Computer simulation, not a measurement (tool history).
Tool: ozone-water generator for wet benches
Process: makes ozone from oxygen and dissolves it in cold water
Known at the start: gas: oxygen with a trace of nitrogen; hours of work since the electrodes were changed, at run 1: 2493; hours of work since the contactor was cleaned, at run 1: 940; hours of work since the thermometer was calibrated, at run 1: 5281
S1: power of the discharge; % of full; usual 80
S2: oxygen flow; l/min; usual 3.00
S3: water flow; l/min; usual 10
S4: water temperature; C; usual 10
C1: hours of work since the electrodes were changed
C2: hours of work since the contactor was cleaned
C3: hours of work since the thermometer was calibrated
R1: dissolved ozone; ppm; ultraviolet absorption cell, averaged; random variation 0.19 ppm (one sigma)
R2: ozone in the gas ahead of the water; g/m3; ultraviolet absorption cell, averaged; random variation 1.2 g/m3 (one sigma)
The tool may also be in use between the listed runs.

| run | hour | S1 | S2 | S3 | S4 | C1 | C2 | C3 | R1 | R2 |
|---|---|---|---|---|---|---|---|---|---|---|
| 1 | 0.0 | 80 | 3.00 | 10 | 10 | 2493 | 940 | 5281 | 26.0 | 202.3 |
| 2 | 105.6 | 80 | 3.00 | 10 | 10 | 2582 | 1029 | 5370 | 25.9 | 204.1 |
| 3 | 177.5 | 80 | 3.00 | 10 | 10 | 2642 | 1089 | 5430 | 25.9 | 202.4 |
|  | 204.2 | water thermometer calibrated |
| 4 | 249.0 | 80 | 3.00 | 10 | 10 | 2701 | 1149 | 38 | 26.1 | 200.4 |
| 5 | 320.6 | 47 | 3.00 | 10 | 10 | 2762 | 1209 | 98 | 16.6 | 129.1 |
| 6 | 397.4 | 80 | 3.00 | 10 | 10 | 2826 | 1274 | 162 | 25.8 | 202.2 |
| 7 | 491.5 | 41 | 3.22 | 7 | 17 | 2905 | 1353 | 241 | 18.0 | 112.4 |
| 8 | 565.9 | 61 | 2.26 | 12 | 11 | 2967 | 1415 | 304 | 15.4 | 172.8 |
| 9 | 624.8 | 76 | 2.10 | 12 | 10 | 3017 | 1464 | 353 | 18.5 | 214.0 |
| 10 | 690.9 | 73 | 2.25 | 10 | 10 | 3072 | 1520 | 408 | 21.7 | 202.7 |
| 11 | 771.4 | 47 | 3.20 | 10 | 10 | 3140 | 1588 | 476 | 16.7 | 125.6 |

5 ways to go on from here, each from the tool as it stands after run 11. What would each give?
| A | 871.5 | 91 | 3.00 | 7 | 10 | 3224 | 1672 | 560 | ? | ? |
| B | 871.5 | 64 | 3.00 | 7 | 10 | 3224 | 1672 | 560 | ? | ? |
| C | 871.5 | 62 | 3.00 | 10 | 8 | 3224 | 1672 | 560 | ? | ? |
| D | 871.5 | 47 | 2.05 | 10 | 10 | 3224 | 1672 | 560 | ? | ? |
| E | 871.5 | 47 | 3.20 | 10 | 12 | 3224 | 1672 | 560 | ? | ? |

| run | R1 | R2 |
|---|---|---|
| A | 38.1 | 224.8 |
| B | 28.5 | 168.7 |
| C | 21.1 | 160.7 |
| D | 14.3 | 142.1 |
| E | 16.2 | 125.7 |
Without the tool's hidden state the same runs would have given:
| run | R1 | R2 |
|---|---|---|
| A | 40.9 | 237.6 |
| B | 30.1 | 175.9 |
| C | 22.4 | 167.4 |
| D | 15.0 | 146.4 |
| E | 16.9 | 129.5 |
